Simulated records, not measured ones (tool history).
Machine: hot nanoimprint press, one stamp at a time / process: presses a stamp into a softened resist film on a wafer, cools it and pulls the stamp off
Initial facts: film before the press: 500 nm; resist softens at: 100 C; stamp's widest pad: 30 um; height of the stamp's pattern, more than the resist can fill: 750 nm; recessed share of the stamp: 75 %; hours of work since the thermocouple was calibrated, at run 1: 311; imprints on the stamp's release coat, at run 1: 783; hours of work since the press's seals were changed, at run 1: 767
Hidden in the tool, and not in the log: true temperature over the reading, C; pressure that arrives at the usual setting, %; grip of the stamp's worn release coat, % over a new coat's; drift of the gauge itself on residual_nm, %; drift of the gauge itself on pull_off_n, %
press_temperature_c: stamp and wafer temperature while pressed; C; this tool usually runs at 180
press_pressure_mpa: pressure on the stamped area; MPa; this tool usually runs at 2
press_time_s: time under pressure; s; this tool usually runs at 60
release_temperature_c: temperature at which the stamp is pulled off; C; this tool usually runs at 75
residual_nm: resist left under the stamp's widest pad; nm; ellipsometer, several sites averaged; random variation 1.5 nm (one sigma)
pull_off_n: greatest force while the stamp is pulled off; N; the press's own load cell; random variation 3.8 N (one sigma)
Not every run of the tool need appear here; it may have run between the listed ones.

| run | hour | press_temperature_c | press_pressure_mpa | press_time_s | release_temperature_c | hours of work since the thermocouple was calibrated | imprints on the stamp's release coat | hours of work since the press's seals were changed | residual_nm | pull_off_n |
|---|---|---|---|---|---|---|---|---|---|---|
| 1 | 0 | 180 | 2 | 60 | 75 | 311 | 783 | 767 | 250.9 | 231 |
|  | 26.6 | plate thermocouple calibrated |
| 2 | 35.7 | 180 | 2 | 60 | 75 | 4 | 894 | 783 | 244 | 237 |
| 3 | 61.6 | 180 | 1.63 | 60 | 75 | 17 | 982 | 795 | 263.2 | 240 |
| 4 | 100 | 180 | 1.63 | 60 | 75 | 35 | 1112 | 814 | 266.2 | 254 |
| 5 | 150.4 | 180 | 1.63 | 60 | 75 | 59 | 1283 | 838 | 266.1 | 269 |
| 6 | 175.6 | 180 | 2 | 51 | 75 | 71 | 1368 | 850 | 259.4 | 280 |
| 7 | 196.3 | 180 | 2 | 51 | 75 | 81 | 1438 | 860 | 262.1 | 269 |
| 8 | 230.9 | 180 | 2 | 60 | 75 | 98 | 1556 | 877 | 248.6 | 283 |
| 9 | 259.2 | 180 | 2 | 60 | 75 | 111 | 1651 | 890 | 244.8 | 305 |
| 10 | 307.6 | 181 | 2 | 60 | 75 | 135 | 1815 | 913 | 237.7 | 310 |
| 11 | 352.1 | 181 | 2 | 60 | 75 | 156 | 1966 | 935 | 243.2 | 329 |
| 12 | 385.3 | 181 | 2 | 49 | 75 | 172 | 2079 | 951 | 258.7 | 344 |
|  | 407.1 | stamp cleaned and given a new release coat |
| 13 | 413.2 | 181 | 2 | 49 | 75 | 182 | 21 | 961 | 260.5 | 182 |
| 14 | 447.9 | 180 | 2 | 60 | 66 | 199 | 138 | 978 | 254.3 | 237 |
| 15 | 479.5 | 180 | 2 | 60 | 66 | 214 | 246 | 993 | 253.6 | 250 |
| 16 | 526.1 | 180 | 2 | 60 | 81 | 236 | 403 | 1015 | 254 | 178 |
| 17 | 573.5 | 178 | 2 | 60 | 65 | 259 | 564 | 1038 | 276.5 | 275 |
| 18 | 601.7 | 184 | 2 | 36 | 75 | 273 | 659 | 1051 | 263.7 | 237 |
| 19 | 638 | 168 | 1.27 | 72 | 71 | 290 | 782 | 1069 | 402.4 | 268 |
| 20 | 658.5 | 168 | 1.27 | 72 | 71 | 300 | 852 | 1078 | 403.7 | 262 |
| 21 | 682.8 | 168 | 1.27 | 72 | 71 | 311 | 934 | 1090 | 402 | 277 |
|  | 705.2 | plate thermocouple calibrated |
| 22 | 713.6 | 188 | 2.67 | 77 | 75 | 4 | 1028 | 1103 | 142.7 | 251 |
| 23 | 742.8 | 185 | 2 | 90 | 75 | 18 | 1127 | 1117 | 171.9 | 269 |
| 24 | 783.8 | 185 | 2 | 90 | 75 | 38 | 1266 | 1137 | 174 | 265 |
| 25 | 807.6 | 171 | 2.99 | 60 | 75 | 49 | 1347 | 1148 | 312.3 | 278 |
| 26 | 837.9 | 184 | 1.39 | 34 | 77 | 64 | 1450 | 1163 | 299 | 266 |
| 27 | 888.2 | 184 | 1.86 | 34 | 62 | 88 | 1620 | 1187 | 275.9 | 393 |
|  | 920.7 | press's hydraulic seals changed and the load cell set to zero |
| 28 | 923.2 | 170 | 2.99 | 60 | 75 | 101 | 1711 | 1 | 314.8 | 312 |
| 29 | 944.1 | 170 | 2.99 | 60 | 75 | 111 | 1782 | 11 | 320.9 | 319 |

Below are 3 alternative next runs, each starting from the tool's condition after run 29. Predict each:
| A | 994.6 | 170 | 1.43 | 60 | 75 | 135 | 1953 | 35 | ? | ? |
| B | 994.6 | 180 | 2.07 | 48 | 75 | 135 | 1953 | 35 | ? | ? |
| C | 994.6 | 185 | 2 | 60 | 75 | 135 | 1953 | 35 | ? | ? |

| run | residual_nm | pull_off_n |
|---|---|---|
| A | 385.2 | 326 |
| B | 266.2 | 319 |
| C | 202.9 | 328 |
Without the tool's hidden state the same runs would have given:
| run | residual_nm | pull_off_n |
|---|---|---|
| A | 378.8 | 184 |
| B | 259.6 | 180 |
| C | 197.3 | 186 |
